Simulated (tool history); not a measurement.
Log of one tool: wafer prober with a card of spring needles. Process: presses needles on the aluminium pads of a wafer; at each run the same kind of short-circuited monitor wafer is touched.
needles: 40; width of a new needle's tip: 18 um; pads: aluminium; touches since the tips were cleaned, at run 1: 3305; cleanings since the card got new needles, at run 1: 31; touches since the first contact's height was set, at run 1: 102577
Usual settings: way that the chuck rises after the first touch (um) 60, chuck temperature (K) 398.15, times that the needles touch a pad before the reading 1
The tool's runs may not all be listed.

run,hour,way that the chuck rises after the first touch (um),chuck temperature (K),times that the needles touch a pad before the reading,touches since the tips were cleaned,cleanings since the card got new needles,touches since the first contact's height was set,resistance of one needle with its contact and lead (mohm),way that a needle slides on the pad (um)
1,0.0,60,398.15,1,3305,31,102577,326,7.18
# hour 10.8: tips cleaned on abrasive film
2,12.6,60,398.15,1,927,32,109187,310,7.23
3,24.0,60,398.15,1,6932,32,115192,336,7.29
# hour 28.2: tips cleaned on abrasive film
4,30.9,60,307.15,1,1425,33,118794,294,7.18
5,41.8,60,307.15,1,7226,33,124595,317,7.22
# hour 46.0: tips cleaned on abrasive film
6,55.3,60,307.15,1,4900,34,131670,319,7.20
# hour 63.3: tips cleaned on abrasive film
7,64.7,45,398.15,1,714,35,136558,321,5.37
8,79.8,60,398.15,1,8743,35,144587,341,7.19
# hour 80.8: tips cleaned on abrasive film
9,86.8,60,398.15,1,3164,36,148217,329,7.18
# hour 97.8: tips cleaned on abrasive film
10,97.8,60,304.15,1,8,37,153976,275,7.18
11,104.5,60,398.15,1,3549,37,157517,332,7.14
# hour 115.0: tips cleaned on abrasive film
12,119.2,60,398.15,1,2192,38,165226,321,7.13
13,129.8,60,398.15,1,7802,38,170836,343,7.12
# hour 132.1: tips cleaned on abrasive film
14,142.2,60,398.15,1,5374,39,177377,342,7.13
# hour 149.4: tips cleaned on abrasive film
15,154.8,60,398.15,1,2833,40,183945,324,7.23
16,165.9,80,398.15,1,8707,40,189819,320,9.59
# hour 166.9: tips cleaned on abrasive film
17,180.9,80,398.15,1,7404,41,197730,320,9.58
# hour 184.0: tips cleaned on abrasive film
18,194.4,64,372.15,1,5484,42,204791,333,7.68
# hour 201.4: tips cleaned on abrasive film
19,202.1,74,398.15,1,366,43,208825,302,8.81
20,211.4,74,398.15,1,5279,43,213738,329,8.75
# hour 219.2: tips cleaned on abrasive film
21,219.5,74,398.15,1,182,44,218003,300,8.82
22,226.6,74,398.15,1,3914,44,221735,317,8.77
# hour 236.6: tips cleaned on abrasive film
23,236.6,74,398.15,1,0,45,226954,301,8.74
# hour 240.9: height of the first contact set anew
24,252.5,74,398.15,1,8275,45,6134,325,9.14
# hour 254.7: tips cleaned on abrasive film
25,265.7,58,337.15,1,5848,46,13069,332,7.09
# hour 271.5: tips cleaned on abrasive film
26,277.0,41,395.15,1,2883,47,18970,361,5.02
27,284.0,47,383.15,2,6609,47,22696,336,5.77
# hour 288.6: tips cleaned on abrasive film
28,292.2,46,398.15,1,1893,48,26971,335,5.59
29,304.6,46,398.15,1,8460,48,33538,372,5.59
# hour 305.5: tips cleaned on abrasive film
30,314.5,42,348.15,1,4743,49,38706,373,5.13
# hour 322.7: tips cleaned on abrasive film
31,329.5,59,319.15,2,3571,50,46575,302,7.18
# hour 340.0: tips cleaned on abrasive film
32,341.3,41,319.15,2,678,51,52756,301,4.98
33,352.1,68,398.15,1,6396,51,58474,333,8.30

Forecast each of these 5 alternatives for the next run:
# hour 357.5: tips cleaned on abrasive film
A,360.4,53,398.15,1,1538,52,62807,?,?
# hour 357.5: tips cleaned on abrasive film
B,360.4,54,398.15,1,1538,52,62807,?,?
# hour 357.5: tips cleaned on abrasive film
C,360.4,68,398.15,3,1538,52,62807,?,?
# hour 357.5: tips cleaned on abrasive film
D,360.4,60,301.15,1,1538,52,62807,?,?
# hour 357.5: tips cleaned on abrasive film
E,360.4,52,398.15,1,1538,52,62807,?,?

run,resistance of one needle with its contact and lead (mohm),way that a needle slides on the pad (um)
A,333,6.48
B,326,6.54
C,305,8.27
D,297,7.27
E,331,6.33
Without the tool's hidden state the same runs would have given:
run,resistance of one needle with its contact and lead (mohm),way that a needle slides on the pad (um)
A,304,6.57
B,298,6.63
C,297,8.36
D,270,7.36
E,301,6.42
